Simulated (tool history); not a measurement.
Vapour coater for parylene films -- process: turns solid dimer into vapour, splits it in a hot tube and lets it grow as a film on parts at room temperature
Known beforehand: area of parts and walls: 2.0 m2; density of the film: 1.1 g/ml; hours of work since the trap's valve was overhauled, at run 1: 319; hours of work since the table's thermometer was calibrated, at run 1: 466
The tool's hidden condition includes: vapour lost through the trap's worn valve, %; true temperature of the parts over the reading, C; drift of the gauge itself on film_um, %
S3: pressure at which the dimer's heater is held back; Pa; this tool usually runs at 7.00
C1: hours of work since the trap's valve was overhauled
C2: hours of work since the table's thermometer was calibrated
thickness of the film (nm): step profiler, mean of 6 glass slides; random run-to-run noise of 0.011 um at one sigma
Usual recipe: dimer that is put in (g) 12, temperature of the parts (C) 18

{"run": 1, "hour": 0.0, "dimer that is put in (g)": 12, "temperature of the parts (C)": 18, "S3": 7.0, "C1": 319, "C2": 466, "thickness of the film (nm)": 2910}
{"run": 2, "hour": 37.3, "dimer that is put in (g)": 12, "temperature of the parts (C)": 18, "S3": 8.37, "C1": 347, "C2": 494, "thickness of the film (nm)": 2830}
{"run": 3, "hour": 71.1, "dimer that is put in (g)": 7, "temperature of the parts (C)": 18, "S3": 7.0, "C1": 372, "C2": 520, "thickness of the film (nm)": 1690}
{"run": 4, "hour": 136.6, "dimer that is put in (g)": 12, "temperature of the parts (C)": 13, "S3": 7.0, "C1": 422, "C2": 569, "thickness of the film (nm)": 3090}
{"run": 5, "hour": 206.4, "dimer that is put in (g)": 12, "temperature of the parts (C)": 18, "S3": 7.0, "C1": 474, "C2": 622, "thickness of the film (nm)": 2840}
{"run": 6, "hour": 269.9, "dimer that is put in (g)": 12, "temperature of the parts (C)": 18, "S3": 7.0, "C1": 522, "C2": 670, "thickness of the film (nm)": 2820}
{"hour": 346.5, "done": "trap's valve overhauled"}
{"run": 7, "hour": 346.5, "dimer that is put in (g)": 6, "temperature of the parts (C)": 27, "S3": 5.92, "C1": 0, "C2": 724, "thickness of the film (nm)": 1330}
{"run": 8, "hour": 388.7, "dimer that is put in (g)": 6, "temperature of the parts (C)": 22, "S3": 2.9, "C1": 32, "C2": 756, "thickness of the film (nm)": 1520}
{"run": 9, "hour": 440.8, "dimer that is put in (g)": 17, "temperature of the parts (C)": 26, "S3": 7.0, "C1": 71, "C2": 795, "thickness of the film (nm)": 3690}
{"run": 10, "hour": 486.3, "dimer that is put in (g)": 7, "temperature of the parts (C)": 21, "S3": 4.28, "C1": 105, "C2": 830, "thickness of the film (nm)": 1720}
{"run": 11, "hour": 524.1, "dimer that is put in (g)": 6, "temperature of the parts (C)": 11, "S3": 3.47, "C1": 134, "C2": 858, "thickness of the film (nm)": 1760}

Forecast each of these 5 alternatives for the next run:
{"run": "A", "hour": 563.4, "dimer that is put in (g)": 6, "temperature of the parts (C)": 11, "S3": 2.44, "C1": 163, "C2": 888, "thickness of the film (nm)": "?"}
{"run": "B", "hour": 563.4, "dimer that is put in (g)": 6, "temperature of the parts (C)": 23, "S3": 3.47, "C1": 163, "C2": 888, "thickness of the film (nm)": "?"}
{"run": "C", "hour": 563.4, "dimer that is put in (g)": 6, "temperature of the parts (C)": 14, "S3": 3.18, "C1": 163, "C2": 888, "thickness of the film (nm)": "?"}
{"run": "D", "hour": 563.4, "dimer that is put in (g)": 8, "temperature of the parts (C)": 20, "S3": 2.97, "C1": 163, "C2": 888, "thickness of the film (nm)": "?"}
{"run": "E", "hour": 563.4, "dimer that is put in (g)": 12, "temperature of the parts (C)": 18, "S3": 7.1, "C1": 163, "C2": 888, "thickness of the film (nm)": "?"}

run=A thickness_of_the_film_(nm)=1810
run=B thickness_of_the_film_(nm)=1450
run=C thickness_of_the_film_(nm)=1680
run=D thickness_of_the_film_(nm)=2030
run=E thickness_of_the_film_(nm)=2930
Stripped of hidden state, with their random variation kept, the same runs would have yielded:
run=A thickness_of_the_film_(nm)=1850
run=B thickness_of_the_film_(nm)=1480
run=C thickness_of_the_film_(nm)=1730
run=D thickness_of_the_film_(nm)=2090
run=E thickness_of_the_film_(nm)=3010
